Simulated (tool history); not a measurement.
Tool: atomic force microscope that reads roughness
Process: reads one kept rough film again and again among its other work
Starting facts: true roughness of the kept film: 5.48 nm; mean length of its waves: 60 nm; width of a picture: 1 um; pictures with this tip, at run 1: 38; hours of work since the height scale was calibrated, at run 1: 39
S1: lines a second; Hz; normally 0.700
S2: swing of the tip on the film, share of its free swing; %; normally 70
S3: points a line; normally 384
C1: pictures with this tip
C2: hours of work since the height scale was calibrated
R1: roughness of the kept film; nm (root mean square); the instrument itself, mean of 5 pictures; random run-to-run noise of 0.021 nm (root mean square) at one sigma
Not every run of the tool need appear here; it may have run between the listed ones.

run,day,S1,S2,S3,C1,C2,R1
1,0.000,0.700,70,384,38,39,4.797
2,1.021,0.700,70,384,76,57,4.550
# day 1.700: new tip fitted
3,2.271,0.700,70,384,22,78,4.885
4,3.167,0.700,70,384,56,93,4.654
5,4.121,0.700,70,384,92,109,4.490
# day 4.362: new tip fitted
6,5.042,0.700,70,384,26,124,4.862
7,6.033,0.700,70,384,63,141,4.621
# day 7.012: new tip fitted
8,7.517,0.700,70,384,20,166,4.961
9,8.400,0.700,70,384,53,181,4.675
10,9.579,0.700,70,384,97,201,4.442
# day 9.683: new tip fitted
11,10.408,0.700,70,384,27,215,4.849
# day 10.554: height scale calibrated on a step standard
12,11.475,0.700,70,384,66,16,4.620
13,12.233,0.700,70,339,94,29,4.440
# day 12.404: new tip fitted
14,13.783,1.137,70,339,52,55,4.625
15,14.821,1.137,70,339,91,72,4.355
# day 15.108: new tip fitted
16,16.550,1.137,70,339,54,101,4.638
# day 17.858: new tip fitted
17,18.179,0.700,70,322,12,129,4.920
18,19.629,0.700,70,322,67,154,4.609
19,20.454,1.084,70,322,98,168,4.427
# day 20.554: new tip fitted
# day 20.996: height scale calibrated on a step standard, once more
20,21.438,0.700,86,378,32,8,4.767
21,22.158,0.700,86,378,59,20,4.623
# day 23.254: new tip fitted
22,23.779,0.825,59,513,19,47,4.944
23,25.542,2.204,89,984,86,77,4.083
# day 25.996: new tip fitted
24,27.058,0.700,76,259,41,103,4.786
25,27.858,1.723,70,500,71,116,4.546
# day 28.617: new tip fitted
26,28.617,1.723,70,500,0,129,4.989
27,29.992,3.901,88,526,52,152,3.980
28,31.200,1.313,88,526,97,173,4.222
# day 31.342: new tip fitted
29,32.454,0.700,67,384,42,194,4.757
30,33.217,0.700,67,384,71,207,4.616
# day 34.025: new tip fitted
31,34.267,0.542,83,384,9,224,4.927
32,35.842,0.542,83,384,68,251,4.589
# day 36.696: new tip fitted
33,36.808,0.542,83,384,4,267,4.975
34,38.196,1.997,60,295,57,291,4.635
35,39.233,1.997,60,295,96,309,4.404
# day 39.358: new tip fitted
36,40.821,1.997,60,295,55,335,4.666
# day 42.000: new tip fitted
37,42.038,0.585,55,916,1,356,5.129
38,42.996,0.585,55,916,37,372,4.840

Below are 4 alternative next runs, each starting from the tool's condition after run 38. Predict each:
A,43.729,0.700,60,384,65,385,?
B,43.729,1.478,64,324,65,385,?
C,43.729,3.181,55,916,65,385,?
D,43.729,0.840,57,354,65,385,?

run,R1
A,4.625
B,4.576
C,4.579
D,4.647
Take away the tool's hidden state, keep each run's random variation, and the runs would have read:
run,R1
A,5.108
B,5.055
C,5.057
D,5.132

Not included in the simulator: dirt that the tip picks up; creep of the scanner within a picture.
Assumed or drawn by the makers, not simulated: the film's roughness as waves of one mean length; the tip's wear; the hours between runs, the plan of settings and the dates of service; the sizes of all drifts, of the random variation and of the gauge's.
